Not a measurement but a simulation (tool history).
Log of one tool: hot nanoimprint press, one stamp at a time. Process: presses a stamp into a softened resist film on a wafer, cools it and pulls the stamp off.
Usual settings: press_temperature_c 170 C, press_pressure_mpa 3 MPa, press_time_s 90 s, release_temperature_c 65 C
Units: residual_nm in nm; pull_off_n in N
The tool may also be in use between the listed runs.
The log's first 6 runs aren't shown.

| run | hour | press_temperature_c | press_pressure_mpa | press_time_s | release_temperature_c | hours of work since the thermocouple was calibrated | imprints on the stamp's release coat | hours of work since the press's seals were changed | residual_nm | pull_off_n |
|---|---|---|---|---|---|---|---|---|---|---|
| 7 | 60.2 | 170 | 3 | 90 | 62 | 101 | 1075 | 115 | 128.4 | 145 |
| 8 | 69.5 | 170 | 3 | 90 | 62 | 106 | 1096 | 120 | 129 | 147 |
| 9 | 81.1 | 170 | 3 | 90 | 62 | 113 | 1121 | 127 | 129.1 | 149 |
| 10 | 96.4 | 170 | 3 | 90 | 65 | 122 | 1156 | 136 | 128.4 | 135 |
| 11 | 104.3 | 170 | 3 | 90 | 54 | 126 | 1173 | 140 | 127.6 | 172 |
| 12 | 112.9 | 170 | 3 | 90 | 65 | 131 | 1192 | 145 | 128.3 | 136 |
| 13 | 122.6 | 170 | 3 | 90 | 65 | 137 | 1214 | 151 | 128.1 | 134 |
| 14 | 131.6 | 170 | 3 | 90 | 65 | 142 | 1234 | 156 | 126.9 | 138 |
| 15 | 144.7 | 170 | 3 | 135 | 65 | 150 | 1263 | 164 | 110.8 | 137 |
| 16 | 154.4 | 170 | 3 | 135 | 65 | 155 | 1285 | 170 | 109.3 | 137 |
| 17 | 162.2 | 170 | 3 | 90 | 70 | 160 | 1302 | 174 | 127.1 | 121 |
| 18 | 176.6 | 170 | 4.16 | 90 | 66 | 168 | 1335 | 183 | 105.3 | 131 |
| 19 | 183.5 | 178 | 3 | 90 | 65 | 173 | 1350 | 187 | 95.7 | 136 |
| 20 | 196.4 | 178 | 3 | 90 | 65 | 180 | 1379 | 194 | 95 | 136 |
| 21 | 205.6 | 161 | 3 | 90 | 52 | 185 | 1399 | 200 | 176.8 | 176 |
| 22 | 214.9 | 170 | 4.37 | 77 | 63 | 191 | 1420 | 205 | 107.9 | 141 |
| 23 | 228.3 | 170 | 3 | 102 | 65 | 199 | 1450 | 213 | 121.4 | 142 |
|  | 235 | gauge calibrated |
| 24 | 236 | 170 | 3 | 102 | 65 | 203 | 1467 | 217 | 124.2 | 134 |
| 25 | 251.3 | 170 | 3 | 102 | 65 | 212 | 1501 | 226 | 124.4 | 135 |
|  | 262.9 | stamp cleaned and given a new release coat |
| 26 | 268.4 | 170 | 2.36 | 61 | 59 | 219 | 12 | 233 | 169.3 | 154 |
| 27 | 280.9 | 170 | 2.36 | 50 | 59 | 226 | 40 | 240 | 179.2 | 155 |
| 28 | 294.9 | 168 | 2.19 | 177 | 56 | 234 | 71 | 248 | 129.7 | 162 |
| 29 | 310.1 | 168 | 2.19 | 177 | 56 | 243 | 105 | 257 | 129.3 | 166 |
| 30 | 322.6 | 168 | 2.19 | 177 | 56 | 250 | 133 | 264 | 128.9 | 161 |
| 31 | 331.1 | 163 | 2.42 | 71 | 70 | 255 | 152 | 269 | 199.7 | 118 |

3 ways to go on from here, each from the tool as it stands after run 31. What would each give?
| A | 337.5 | 174 | 2.42 | 71 | 62 | 259 | 166 | 273 | ? | ? |
| B | 337.5 | 168 | 2.42 | 71 | 60 | 259 | 166 | 273 | ? | ? |
| C | 337.5 | 167 | 3.32 | 96 | 65 | 259 | 166 | 273 | ? | ? |

| run | residual_nm | pull_off_n |
|---|---|---|
| A | 137.1 | 145 |
| B | 168.9 | 151 |
| C | 131.9 | 132 |
Without the tool's hidden state the same runs would have given:
| run | residual_nm | pull_off_n |
|---|---|---|
| A | 138.7 | 145 |
| B | 170.8 | 151 |
| C | 133.4 | 132 |
